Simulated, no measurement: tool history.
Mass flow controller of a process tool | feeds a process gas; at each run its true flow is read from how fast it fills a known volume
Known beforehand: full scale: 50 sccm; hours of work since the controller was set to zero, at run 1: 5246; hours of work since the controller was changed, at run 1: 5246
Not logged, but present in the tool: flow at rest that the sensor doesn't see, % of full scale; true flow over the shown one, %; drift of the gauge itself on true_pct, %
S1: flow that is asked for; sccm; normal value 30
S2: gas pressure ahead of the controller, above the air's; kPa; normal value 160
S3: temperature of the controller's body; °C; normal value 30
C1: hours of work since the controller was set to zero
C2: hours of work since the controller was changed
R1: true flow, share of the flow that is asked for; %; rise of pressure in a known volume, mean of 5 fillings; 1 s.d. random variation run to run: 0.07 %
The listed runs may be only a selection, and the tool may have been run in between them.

run	hour	S1	S2	S3	C1	C2	R1
1	0	30	160	30	5246	5246	99.06
2	377.7	30	160	30	5491	5491	98.89
# hour 495.1: controller's zero set anew
3	659.3	30	160	30	106	5673	98.84
4	974.6	30	222	30	310	5877	99.29
5	1231.8	30	222	30	477	6044	99.19
6	1486.8	30	222	30	642	6209	99.29
7	1821	30	222	30	859	6425	99.03
8	2149.5	30	222	30	1071	6638	98.94
9	2347.8	15	222	30	1200	6766	98.49
10	2767.1	30	168	30	1471	7038	98.38
11	3036	30	168	30	1645	7212	98.41
12	3243	18	168	30	1779	7346	97.99
13	3454.4	18	168	30	1916	7483	97.93
14	3721	18	168	30	2089	7656	97.85
15	4115.6	18	168	30	2344	7911	97.74
16	4438.4	18	168	30	2553	8120	97.68
17	4673	29	168	22	2705	8272	98.25
18	4986.1	27	213	39	2908	8475	97.71
19	5235.3	9	200	34	3070	8636	97.53
20	5545.9	38	143	21	3271	8837	97.96
21	5753	42	148	30	3405	8972	97.78
22	5996.7	17	148	31	3563	9129	97.2
23	6323.1	17	148	31	3774	9341	97.09
24	6641.8	10	160	22	3980	9547	97.16
25	6903.6	10	160	34	4150	9717	96.77
26	7132.4	10	160	34	4298	9865	96.7
27	7384.6	7	160	24	4461	10028	96.85
28	7744.5	6	279	30	4694	10261	97.3
29	8025.5	6	279	30	4876	10443	97.28
30	8262.1	6	279	30	5030	10596	97.17
31	8612.9	6	160	30	5257	10823	96.35

Hidden condition of the tool, last listed run before each entry between runs versus first listed run after:
Run 2 -> run 3: controller's zero set anew (hour 495.1)
  flow at rest that the sensor doesn't see, % of full scale: -0.005 -> 0; drift of the gauge itself on true_pct, %: -0.09 -> -0.17
  measured value less the no-hidden-state value, R1: -0.11 -> -0.17 %

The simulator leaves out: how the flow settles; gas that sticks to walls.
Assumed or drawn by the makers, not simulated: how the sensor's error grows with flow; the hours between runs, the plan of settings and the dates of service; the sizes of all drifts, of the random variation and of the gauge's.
